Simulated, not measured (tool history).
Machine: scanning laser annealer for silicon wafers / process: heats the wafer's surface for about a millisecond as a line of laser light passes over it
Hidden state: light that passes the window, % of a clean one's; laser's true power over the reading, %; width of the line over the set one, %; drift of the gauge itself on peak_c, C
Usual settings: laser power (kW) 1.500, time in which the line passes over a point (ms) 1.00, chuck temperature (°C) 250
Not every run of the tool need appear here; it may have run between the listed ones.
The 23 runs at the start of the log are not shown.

run	hour	laser power (kW)	time in which the line passes over a point (ms)	chuck temperature (°C)	hours of work since the window was cleaned	hours of work since the power meter was calibrated	hours of work since the optics were aligned	highest temperature of the surface (°C)
24	1010.1	1.500	0.71	234	357	1570	105	940
25	1065.3	1.500	0.71	234	381	1595	130	940
26	1093.5	1.529	0.77	244	394	1608	143	996
# hour 1100.6: window over the wafer cleaned
27	1139.0	1.500	0.75	250	17	1628	163	977
28	1182.9	1.458	0.80	250	37	1648	183	975
29	1222.9	1.458	0.80	250	55	1666	201	974
30	1255.0	1.458	0.80	250	70	1680	215	975
31	1309.8	1.621	1.16	250	95	1705	240	1248
32	1351.4	1.621	1.16	250	113	1724	259	1251

5 ways to go on from here, each from the tool as it stands after run 32. What would each give?
A	1382.3	1.372	1.00	243	127	1738	273	?
B	1382.3	1.484	1.09	228	127	1738	273	?
C	1382.3	1.549	1.08	254	127	1738	273	?
D	1382.3	1.539	0.71	240	127	1738	273	?
E	1382.3	1.451	1.00	250	127	1738	273	?

run	highest temperature of the surface (°C)
A	998
B	1095
C	1163
D	966
E	1059
Without the tool's unlogged condition, the same runs would have read:
run	highest temperature of the surface (°C)
A	998
B	1095
C	1163
D	967
E	1059
